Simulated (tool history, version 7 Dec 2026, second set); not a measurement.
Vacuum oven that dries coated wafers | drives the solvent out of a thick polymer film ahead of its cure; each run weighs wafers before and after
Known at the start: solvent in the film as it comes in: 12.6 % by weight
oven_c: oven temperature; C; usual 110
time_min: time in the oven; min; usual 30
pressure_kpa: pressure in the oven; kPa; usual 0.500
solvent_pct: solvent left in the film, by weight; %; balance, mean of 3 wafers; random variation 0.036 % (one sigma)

run 1 hour=0.0 | oven_c=110 time_min=30 pressure_kpa=0.500 | solvent_pct=3.51
run 2 hour=22.0 | oven_c=110 time_min=30 pressure_kpa=0.337 | solvent_pct=3.44
run 3 hour=36.1 | oven_c=110 time_min=30 pressure_kpa=0.337 | solvent_pct=3.42
run 4 hour=50.7 | oven_c=110 time_min=37 pressure_kpa=0.500 | solvent_pct=2.78
run 5 hour=64.9 | oven_c=110 time_min=37 pressure_kpa=0.500 | solvent_pct=2.80
run 6 hour=75.3 | oven_c=110 time_min=30 pressure_kpa=0.500 | solvent_pct=3.47
run 7 hour=88.3 | oven_c=110 time_min=30 pressure_kpa=0.500 | solvent_pct=3.53
run 8 hour=109.9 | oven_c=95 time_min=30 pressure_kpa=1.144 | solvent_pct=7.13
run 9 hour=134.7 | oven_c=103 time_min=30 pressure_kpa=0.722 | solvent_pct=5.24
run 10 hour=151.4 | oven_c=110 time_min=30 pressure_kpa=1.012 | solvent_pct=3.80
run 11 hour=167.5 | oven_c=110 time_min=32 pressure_kpa=0.356 | solvent_pct=3.20
run 12 hour=179.4 | oven_c=120 time_min=16 pressure_kpa=0.639 | solvent_pct=3.76
run 13 hour=201.1 | oven_c=120 time_min=16 pressure_kpa=0.639 | solvent_pct=3.80

Some steps in solvent_pct between neighbouring runs. How much of each would the tool show without its hidden state too (settings, what came in, random variation), and how much is left for the hidden state, with any gauge scatter that isn't in both results?
The hidden state here: true wafer temperature over the reading, C; true pressure over the reading, kPa; drift of the gauge itself on solvent_pct, %.
Run 7 -> 8: oven_c 110 -> 95, pressure_kpa 0.500 -> 1.144. solvent_pct +3.60 %: hidden state +0.03, all else +3.57.
Run 11 -> 12: oven_c 110 -> 120, time_min 32 -> 16, pressure_kpa 0.356 -> 0.639. solvent_pct +0.56 %: hidden state -0.06, all else +0.62.

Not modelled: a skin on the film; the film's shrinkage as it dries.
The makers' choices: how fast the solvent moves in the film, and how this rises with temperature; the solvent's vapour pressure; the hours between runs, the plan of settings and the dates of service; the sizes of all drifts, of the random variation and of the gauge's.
